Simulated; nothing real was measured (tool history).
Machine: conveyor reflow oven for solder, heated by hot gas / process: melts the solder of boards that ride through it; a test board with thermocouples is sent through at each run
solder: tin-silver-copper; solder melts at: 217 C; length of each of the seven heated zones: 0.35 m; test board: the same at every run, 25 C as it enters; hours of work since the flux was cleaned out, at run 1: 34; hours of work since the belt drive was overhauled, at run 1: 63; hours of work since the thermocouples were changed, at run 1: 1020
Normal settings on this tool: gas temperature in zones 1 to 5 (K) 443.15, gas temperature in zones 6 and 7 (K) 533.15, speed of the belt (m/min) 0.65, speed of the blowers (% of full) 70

run	hour	gas temperature in zones 1 to 5 (K)	gas temperature in zones 6 and 7 (K)	speed of the belt (m/min)	speed of the blowers (% of full)	hours of work since the flux was cleaned out	hours of work since the belt drive was overhauled	hours of work since the thermocouples were changed	highest temperature of the board (K)	time above the solder's melting point (s)
1	0	443.15	533.15	0.65	70	34	63	1020	521.95	45.1
2	33	443.15	533.15	0.65	70	57	86	1043	522.35	45.3
3	54.6	443.15	533.15	0.65	70	72	101	1058	521.75	45.3
4	84.9	443.15	533.15	0.65	70	93	122	1079	521.95	45
5	113.8	451.15	533.15	0.65	70	113	142	1100	522.95	48.4
6	148.3	451.15	533.15	0.65	70	138	167	1124	523.15	48.5
7	184	443.15	533.15	0.65	76	163	192	1149	522.55	46.3
8	214.2	443.15	533.15	0.637	70	184	213	1170	522.35	46.4
9	243.4	443.15	533.15	0.637	70	204	233	1191	522.25	46.6
10	275.7	443.15	533.15	0.637	70	227	256	1213	522.15	46.9
11	291.6	443.15	533.15	0.637	70	238	267	1224	522.85	46.6
12	313.4	443.15	533.15	0.637	70	254	283	1240	522.35	46.7
13	332.2	443.15	533.15	0.637	70	267	296	1253	522.35	46.5
14	357.7	443.15	533.15	0.637	70	285	314	1271	522.55	46.7
15	382.3	443.15	533.15	0.637	70	302	331	1288	522.25	46.3
16	398.8	443.15	535.15	0.65	73	313	342	1300	523.85	46.6
# hour 413: flux residue cleaned out of gas plates and filters
17	438.3	433.15	542.15	0.65	70	18	367	1324	526.85	45.1
18	467.4	429.15	528.15	0.65	70	38	387	1344	513.85	35
# hour 472.1: thermocouples of zones 6 and 7 changed
19	499.6	431.15	546.15	0.66	76	59	408	19	526.25	43.3
20	523.1	431.15	546.15	0.66	76	76	425	36	525.55	43.3
21	551.3	431.15	547.15	0.66	89	96	445	56	528.35	45.8
22	585.3	433.15	547.15	0.66	89	119	468	79	529.05	46.2
# hour 596.9: flux residue cleaned out of gas plates and filters, once more
23	616.5	443.15	543.15	0.704	70	14	487	98	524.85	43.2
24	647.8	443.15	543.15	0.704	70	36	509	120	524.65	43.6
25	665.3	443.15	533.15	0.723	70	48	521	132	515.65	35.8
26	688.9	443.15	533.15	0.723	70	65	538	149	515.75	35.7
27	715.5	458.15	546.15	0.65	70	83	556	167	532.95	56.6
28	731.3	451.15	533.15	0.65	70	94	567	178	520.35	47.1
29	763.6	429.15	528.15	0.767	51	117	590	201	501.25	16.3
30	793.6	446.15	533.15	0.65	70	138	611	222	519.05	44.7

Branching from run 30: 3 alternative next runs. What would each branch give?
A	822.8	436.15	538.15	0.545	70	158	632	243	?	?
B	822.8	451.15	533.15	0.717	70	158	632	243	?	?
C	822.8	443.15	541.15	0.587	70	158	632	243	?	?

run	highest temperature of the board (K)	time above the solder's melting point (s)
A	527.45	57.7
B	517.15	40
C	528.95	55.8
Without the tool's hidden state the same runs would have given:
run	highest temperature of the board (K)	time above the solder's melting point (s)
A	526.85	56.8
B	516.75	39.5
C	528.35	54.9
